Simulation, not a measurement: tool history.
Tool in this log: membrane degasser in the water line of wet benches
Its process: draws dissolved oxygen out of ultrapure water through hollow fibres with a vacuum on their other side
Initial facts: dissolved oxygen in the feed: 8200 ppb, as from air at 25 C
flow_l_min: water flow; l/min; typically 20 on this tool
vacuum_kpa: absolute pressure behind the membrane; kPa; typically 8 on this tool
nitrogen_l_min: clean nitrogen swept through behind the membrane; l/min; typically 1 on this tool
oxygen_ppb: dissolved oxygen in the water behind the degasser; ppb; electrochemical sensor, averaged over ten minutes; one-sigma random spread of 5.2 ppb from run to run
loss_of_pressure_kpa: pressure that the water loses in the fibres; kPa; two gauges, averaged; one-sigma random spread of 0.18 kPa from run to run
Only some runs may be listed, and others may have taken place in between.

Run 1, day 0: usual settings. Result: oxygen_ppb 584 ppb, loss_of_pressure_kpa 34.17 kPa.
Run 2, day 9.812: usual settings but vacuum_kpa 8.33 kPa. Result: oxygen_ppb 592.7 ppb, loss_of_pressure_kpa 34.37 kPa.
Run 3, day 16.879: usual settings but vacuum_kpa 8.33 kPa. Result: oxygen_ppb 605.4 ppb, loss_of_pressure_kpa 34.55 kPa.
Run 4, day 24.692: usual settings. Result: oxygen_ppb 597.3 ppb, loss_of_pressure_kpa 34.56 kPa.
Run 5, day 34.142: usual settings. Result: oxygen_ppb 591.9 ppb, loss_of_pressure_kpa 34.09 kPa.
Run 6, day 42.475: usual settings but nitrogen_l_min 0.83 l/min. Result: oxygen_ppb 624.9 ppb, loss_of_pressure_kpa 34.23 kPa.
Run 7, day 51.854: usual settings but nitrogen_l_min 0.83 l/min. Result: oxygen_ppb 632.2 ppb, loss_of_pressure_kpa 34.77 kPa.
Run 8, day 59.1: usual settings. Result: oxygen_ppb 592.9 ppb, loss_of_pressure_kpa 34.58 kPa.
Run 9, day 68.742: usual settings. Result: oxygen_ppb 604.2 ppb, loss_of_pressure_kpa 34.82 kPa.
Run 10, day 75.175: usual settings but flow_l_min 12 l/min. Result: oxygen_ppb 275.3 ppb, loss_of_pressure_kpa 20.88 kPa.
Run 11, day 86.767: usual settings but flow_l_min 15 l/min. Result: oxygen_ppb 396 ppb, loss_of_pressure_kpa 25.96 kPa.
Run 12, day 92.721: usual settings but flow_l_min 17 l/min. Result: oxygen_ppb 481.5 ppb, loss_of_pressure_kpa 29.78 kPa.
Run 13, day 103.029: usual settings but flow_l_min 17 l/min. Result: oxygen_ppb 482.3 ppb, loss_of_pressure_kpa 29.77 kPa.
Run 14, day 109.062: usual settings but flow_l_min 17 l/min. Result: oxygen_ppb 477.7 ppb, loss_of_pressure_kpa 29.47 kPa.
Run 15, day 118.929: usual settings but flow_l_min 18 l/min. Result: oxygen_ppb 525.4 ppb, loss_of_pressure_kpa 31.66 kPa.
Run 16, day 124.621: usual settings but flow_l_min 18 l/min. Result: oxygen_ppb 529.5 ppb, loss_of_pressure_kpa 31.26 kPa.
Run 17, day 132.917: usual settings but flow_l_min 18 l/min. Result: oxygen_ppb 526.6 ppb, loss_of_pressure_kpa 31.51 kPa.
Run 18, day 143.312: usual settings but vacuum_kpa 6.58 kPa, nitrogen_l_min 1.88 l/min. Result: oxygen_ppb 497.8 ppb, loss_of_pressure_kpa 35.14 kPa.
Run 19, day 154.021: usual settings but flow_l_min 18 l/min, vacuum_kpa 8.4 kPa, nitrogen_l_min 2.39 l/min. Result: oxygen_ppb 439.2 ppb, loss_of_pressure_kpa 31.49 kPa.
Run 20, day 162.462: usual settings but flow_l_min 23 l/min, vacuum_kpa 9.27 kPa, nitrogen_l_min 1.16 l/min. Result: oxygen_ppb 766.8 ppb, loss_of_pressure_kpa 40.39 kPa.
Run 21, day 167.271: usual settings but flow_l_min 23 l/min, vacuum_kpa 9.27 kPa, nitrogen_l_min 1.16 l/min. Result: oxygen_ppb 765 ppb, loss_of_pressure_kpa 40.44 kPa.
Run 22, day 176.075: usual settings but flow_l_min 21 l/min, vacuum_kpa 11.94 kPa. Result: oxygen_ppb 803.3 ppb, loss_of_pressure_kpa 37.01 kPa.
Run 23, day 185.204: usual settings but flow_l_min 21 l/min, vacuum_kpa 11.94 kPa. Result: oxygen_ppb 827.5 ppb, loss_of_pressure_kpa 37.11 kPa.
Run 24, day 190.921: usual settings but flow_l_min 21 l/min, vacuum_kpa 11.94 kPa. Result: oxygen_ppb 810.1 ppb, loss_of_pressure_kpa 37.2 kPa.
Run 25, day 197.212: usual settings but flow_l_min 21 l/min, vacuum_kpa 11.94 kPa. Result: oxygen_ppb 814.7 ppb, loss_of_pressure_kpa 36.75 kPa.
Run 26, day 205.542: usual settings but flow_l_min 17 l/min, vacuum_kpa 18.16 kPa, nitrogen_l_min 2.73 l/min. Result: oxygen_ppb 529.2 ppb, loss_of_pressure_kpa 29.69 kPa.
At day 214.188: vacuum gauge calibrated.
Run 27, day 214.275: usual settings but flow_l_min 13 l/min, nitrogen_l_min 0.86 l/min. Result: oxygen_ppb 357.6 ppb, loss_of_pressure_kpa 23.06 kPa.
Run 28, day 223.604: usual settings but flow_l_min 23 l/min, vacuum_kpa 5.75 kPa. Result: oxygen_ppb 654.7 ppb, loss_of_pressure_kpa 40.58 kPa.
Run 29, day 232.438: usual settings but flow_l_min 23 l/min, vacuum_kpa 5.75 kPa. Result: oxygen_ppb 649.3 ppb, loss_of_pressure_kpa 40.87 kPa.
Run 30, day 240.096: usual settings but flow_l_min 24 l/min, vacuum_kpa 17.63 kPa. Result: oxygen_ppb 1203.8 ppb, loss_of_pressure_kpa 42.47 kPa.
Run 31, day 246.025: usual settings but flow_l_min 24 l/min, vacuum_kpa 17.63 kPa. Result: oxygen_ppb 1198.4 ppb, loss_of_pressure_kpa 42.66 kPa.
Run 32, day 253.462: usual settings but flow_l_min 16 l/min, vacuum_kpa 17.63 kPa, nitrogen_l_min 2.64 l/min. Result: oxygen_ppb 489.1 ppb, loss_of_pressure_kpa 28.24 kPa.
Run 33, day 260.946: usual settings but vacuum_kpa 10.11 kPa. Result: oxygen_ppb 706.9 ppb, loss_of_pressure_kpa 35.75 kPa.

Below are 3 alternative next runs, each starting from the tool's condition after run 33. Predict each:
Run A, day 272.067: usual settings but flow_l_min 27 l/min, vacuum_kpa 5.47 kPa, nitrogen_l_min 1.52 l/min. Result: oxygen_ppb ?, loss_of_pressure_kpa ?.
Run B, day 272.067: usual settings but flow_l_min 30 l/min, vacuum_kpa 10.11 kPa, nitrogen_l_min 0.49 l/min. Result: oxygen_ppb ?, loss_of_pressure_kpa ?.
Run C, day 272.067: usual settings but nitrogen_l_min 0.67 l/min. Result: oxygen_ppb ?, loss_of_pressure_kpa ?.

run  oxygen_ppb  loss_of_pressure_kpa
  A       776.1                 48.27
  B      1419.4                 53.48
  C       707.6                 36.03
With the hidden condition removed and each run's random variation left untouched, the same runs would have given:
run  oxygen_ppb  loss_of_pressure_kpa
  A       618.5                  43.7
  B      1267.6                 48.41
  C       595.5                 32.64
